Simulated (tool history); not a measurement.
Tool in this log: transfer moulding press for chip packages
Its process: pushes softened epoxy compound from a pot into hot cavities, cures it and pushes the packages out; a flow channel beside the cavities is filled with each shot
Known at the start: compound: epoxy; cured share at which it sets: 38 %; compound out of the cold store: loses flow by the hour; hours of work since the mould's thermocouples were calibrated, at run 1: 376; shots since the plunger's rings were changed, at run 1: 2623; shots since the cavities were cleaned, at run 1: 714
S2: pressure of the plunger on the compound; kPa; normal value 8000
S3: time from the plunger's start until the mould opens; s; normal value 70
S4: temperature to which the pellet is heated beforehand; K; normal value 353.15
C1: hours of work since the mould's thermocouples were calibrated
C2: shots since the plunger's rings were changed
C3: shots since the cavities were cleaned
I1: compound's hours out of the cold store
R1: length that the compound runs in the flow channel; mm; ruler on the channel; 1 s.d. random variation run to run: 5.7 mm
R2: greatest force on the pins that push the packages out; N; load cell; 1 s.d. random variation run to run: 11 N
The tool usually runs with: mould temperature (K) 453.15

Run 1, hour 0: usual settings; C1 376; C2 2623; C3 714; I1 41.5. Result: R1 595 mm, R2 745 N.
At hour 8.1: cavities cleaned with cleaning compound and waxed.
Run 2, hour 19.2: usual settings; C1 384; C2 2803; C3 113; I1 18.8. Result: R1 635 mm, R2 601 N.
Run 3, hour 29.8: usual settings; C1 390; C2 2912; C3 222; I1 9.3. Result: R1 644 mm, R2 687 N.
Run 4, hour 48.5: usual settings but mould temperature (K) 451.15; C1 399; C2 3102; C3 412; I1 30. Result: R1 617 mm, R2 800 N.
Run 5, hour 71.2: usual settings but mould temperature (K) 455.15; C1 410; C2 3335; C3 645; I1 10.1. Result: R1 636 mm, R2 687 N.
At hour 85.2: cavities cleaned with cleaning compound and waxed.
Run 6, hour 89.3: usual settings but mould temperature (K) 455.15; C1 418; C2 3505; C3 42; I1 35.1. Result: R1 590 mm, R2 487 N.
Run 7, hour 101.6: usual settings but mould temperature (K) 455.15; C1 424; C2 3630; C3 167; I1 38.7. Result: R1 586 mm, R2 527 N.
Run 8, hour 124.8: usual settings but mould temperature (K) 455.15; C1 435; C2 3867; C3 404; I1 37.3. Result: R1 584 mm, R2 617 N.
Run 9, hour 146.4: usual settings but mould temperature (K) 458.15; C1 445; C2 4088; C3 625; I1 11.3. Result: R1 633 mm, R2 582 N.
At hour 162.3: cavities cleaned with cleaning compound and waxed.
Run 10, hour 162.3: usual settings; C1 453; C2 4235; C3 0; I1 20.1. Result: R1 630 mm, R2 517 N.
Run 11, hour 175.1: usual settings; C1 459; C2 4365; C3 130; I1 36.4. Result: R1 582 mm, R2 612 N.
Run 12, hour 185.7: usual settings; C1 464; C2 4473; C3 238; I1 20.4. Result: R1 630 mm, R2 679 N.
Run 13, hour 197.7: usual settings but mould temperature (K) 454.15; C1 470; C2 4596; C3 361; I1 24.2. Result: R1 616 mm, R2 647 N.
At hour 215: plunger's sealing rings changed.
Run 14, hour 215.7: usual settings but mould temperature (K) 454.15, S3 53 s; C1 477; C2 8; C3 520; I1 44.9. Result: R1 601 mm, R2 1450 N.
Run 15, hour 233.7: usual settings but S3 62 s; C1 486; C2 191; C3 703; I1 38. Result: R1 616 mm, R2 1057 N.
At hour 242.3: cavities cleaned with cleaning compound and waxed.
Run 16, hour 253.5: usual settings but mould temperature (K) 446.15, S3 60 s; C1 495; C2 378; C3 114; I1 22.1. Result: R1 660 mm, R2 1407 N.
Run 17, hour 269.4: usual settings but mould temperature (K) 446.15, S3 60 s; C1 503; C2 540; C3 276; I1 35. Result: R1 637 mm, R2 1508 N.
Run 18, hour 291.8: usual settings but mould temperature (K) 456.15, S3 60 s; C1 513; C2 769; C3 505; I1 8.6. Result: R1 668 mm, R2 996 N.
Run 19, hour 309.9: usual settings but mould temperature (K) 456.15, S3 88 s, S4 354.15 K; C1 522; C2 954; C3 690; I1 31.9. Result: R1 618 mm, R2 477 N.
At hour 319.6: cavities cleaned with cleaning compound and waxed.
Run 20, hour 333.7: usual settings but mould temperature (K) 456.15, S3 88 s, S4 354.15 K; C1 533; C2 1182; C3 144; I1 27.9. Result: R1 630 mm, R2 381 N.
Run 21, hour 344: usual settings but mould temperature (K) 458.15, S3 56 s, S4 349.15 K; C1 538; C2 1287; C3 249; I1 41.7. Result: R1 597 mm, R2 848 N.
Run 22, hour 358.6: usual settings but mould temperature (K) 458.15, S3 51 s, S4 349.15 K; C1 545; C2 1436; C3 398; I1 34.9. Result: R1 613 mm, R2 1319 N.
Run 23, hour 372: usual settings but mould temperature (K) 448.15, S2 9280 kPa, S3 57 s; C1 552; C2 1573; C3 535; I1 11.3. Result: R1 736 mm, R2 1874 N.
Run 24, hour 389.4: usual settings but mould temperature (K) 448.15, S2 9280 kPa, S3 106 s, S4 343.15 K; C1 560; C2 1750; C3 712; I1 23.5. Result: R1 693 mm, R2 502 N.
At hour 396.5: cavities cleaned with cleaning compound and waxed.
Run 25, hour 401.4: usual settings but mould temperature (K) 457.15, S3 81 s; C1 565; C2 1858; C3 50; I1 44.5. Result: R1 585 mm, R2 365 N.
Run 26, hour 417.6: usual settings but S3 101 s, S4 362.15 K; C1 573; C2 2023; C3 215; I1 8.6. Result: R1 670 mm, R2 405 N.
Run 27, hour 432.8: usual settings but mould temperature (K) 460.15, S3 101 s, S4 350.15 K; C1 580; C2 2179; C3 371; I1 37.8. Result: R1 582 mm, R2 426 N.
Run 28, hour 449.4: usual settings but S2 7180 kPa, S3 93 s; C1 589; C2 2349; C3 541; I1 32.8. Result: R1 580 mm, R2 491 N.
Run 29, hour 461.5: usual settings but S2 6470 kPa, S3 94 s, S4 363.15 K; C1 594; C2 2472; C3 664; I1 16.5. Result: R1 577 mm, R2 487 N.

3 ways to go on from here, each from the tool as it stands after run 29. What would each give?
At hour 473.6: cavities cleaned with cleaning compound and waxed.
Run A, hour 473.6: usual settings but mould temperature (K) 456.15, S2 6500 kPa, S3 59 s, S4 363.15 K; C1 600; C2 2580; C3 0; I1 13.9. Result: R1 ?, R2 ?.
At hour 473.6: cavities cleaned with cleaning compound and waxed.
Run B, hour 473.6: usual settings but S2 6470 kPa, S3 58 s, S4 363.15 K; C1 600; C2 2580; C3 0; I1 10.4. Result: R1 ?, R2 ?.
At hour 473.6: cavities cleaned with cleaning compound and waxed.
Run C, hour 473.6: usual settings but S2 6150 kPa, S3 77 s, S4 363.15 K; C1 600; C2 2580; C3 0; I1 39.7. Result: R1 ?, R2 ?.

run   R1   R2
  A  579  683
  B  590  903
  C  521  400
What these runs would have given with no unlogged condition in the tool:
run   R1   R2
  A  597  715
  B  609  940
  C  538  409
